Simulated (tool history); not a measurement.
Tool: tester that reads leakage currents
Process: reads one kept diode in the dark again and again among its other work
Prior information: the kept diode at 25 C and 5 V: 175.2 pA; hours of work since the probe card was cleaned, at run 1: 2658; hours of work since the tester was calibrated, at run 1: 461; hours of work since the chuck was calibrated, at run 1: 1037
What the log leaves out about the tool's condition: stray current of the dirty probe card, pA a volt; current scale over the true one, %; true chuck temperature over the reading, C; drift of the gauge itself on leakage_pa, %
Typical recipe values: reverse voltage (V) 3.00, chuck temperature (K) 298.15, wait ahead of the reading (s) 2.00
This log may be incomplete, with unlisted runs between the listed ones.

| run | hour | reverse voltage (V) | chuck temperature (K) | wait ahead of the reading (s) | hours of work since the probe card was cleaned | hours of work since the tester was calibrated | hours of work since the chuck was calibrated | current that the tester gives (pA) |
|---|---|---|---|---|---|---|---|---|
| 1 | 0.0 | 3.00 | 298.15 | 2.00 | 2658 | 461 | 1037 | 146.09 |
| 2 | 61.1 | 3.00 | 298.15 | 2.00 | 2685 | 488 | 1064 | 145.52 |
| 3 | 92.9 | 7.13 | 298.15 | 2.00 | 2699 | 502 | 1078 | 197.65 |
| 4 | 158.5 | 7.13 | 298.15 | 2.00 | 2728 | 531 | 1107 | 197.57 |
| 5 | 211.2 | 7.13 | 298.15 | 2.00 | 2751 | 554 | 1131 | 198.03 |
| 6 | 270.9 | 7.13 | 298.15 | 2.00 | 2778 | 581 | 1157 | 197.73 |
| 7 | 327.7 | 7.13 | 298.15 | 2.00 | 2803 | 606 | 1182 | 196.78 |
| 8 | 361.8 | 7.13 | 298.15 | 2.00 | 2818 | 621 | 1197 | 196.37 |
| 9 | 405.4 | 7.13 | 298.15 | 2.00 | 2837 | 640 | 1217 | 195.61 |
| 10 | 468.7 | 7.13 | 298.15 | 2.00 | 2865 | 669 | 1245 | 195.93 |
| 11 | 503.4 | 3.00 | 298.15 | 2.00 | 2881 | 684 | 1260 | 144.10 |
| 12 | 545.6 | 3.00 | 298.15 | 2.00 | 2899 | 703 | 1279 | 143.92 |
| 13 | 598.3 | 3.00 | 298.15 | 2.00 | 2923 | 726 | 1302 | 144.21 |
| 14 | 649.4 | 3.00 | 298.15 | 2.00 | 2945 | 749 | 1325 | 143.77 |
| 15 | 684.8 | 3.00 | 298.15 | 2.00 | 2961 | 764 | 1341 | 143.21 |
| 16 | 753.4 | 17.32 | 299.15 | 0.54 | 2991 | 795 | 1371 | 306.93 |
| 17 | 806.1 | 3.00 | 298.15 | 5.21 | 3015 | 818 | 1394 | 142.13 |
| 18 | 836.9 | 2.00 | 310.15 | 2.88 | 3028 | 832 | 1408 | 348.20 |
| 19 | 896.6 | 2.00 | 310.15 | 0.32 | 3055 | 858 | 1434 | 351.36 |
| 20 | 955.2 | 3.00 | 295.15 | 5.36 | 3081 | 884 | 1460 | 109.86 |
| 21 | 1029.4 | 3.00 | 295.15 | 5.36 | 3114 | 917 | 1493 | 109.98 |
| 22 | 1102.2 | 1.08 | 298.15 | 4.00 | 3146 | 949 | 1525 | 100.43 |
| 23 | 1158.0 | 1.08 | 298.15 | 4.00 | 3171 | 974 | 1550 | 100.01 |
| 24 | 1225.8 | 17.74 | 327.15 | 0.83 | 3201 | 1004 | 1580 | 2688.19 |
| 25 | 1289.1 | 17.74 | 299.15 | 0.83 | 3229 | 1032 | 1608 | 303.96 |
| 26 | 1327.5 | 10.44 | 323.15 | 2.83 | 3246 | 1049 | 1625 | 1665.14 |
| 27 | 1386.4 | 13.18 | 305.15 | 0.80 | 3272 | 1075 | 1651 | 436.47 |
| 28 | 1421.4 | 2.15 | 298.15 | 2.00 | 3287 | 1091 | 1667 | 125.85 |
| 29 | 1477.4 | 10.22 | 307.15 | 0.33 | 3312 | 1116 | 1692 | 476.32 |

Run 30, settings as shown, results not yet in. Your forecast:
| 30 | 1546.1 | 3.00 | 329.15 | 0.32 | 3343 | 1146 | 1722 | ? |

current that the tester gives (pA): 1742.19
Had the tool carried no hidden state, the very same run would have given current that the tester gives (pA) 1899.52.
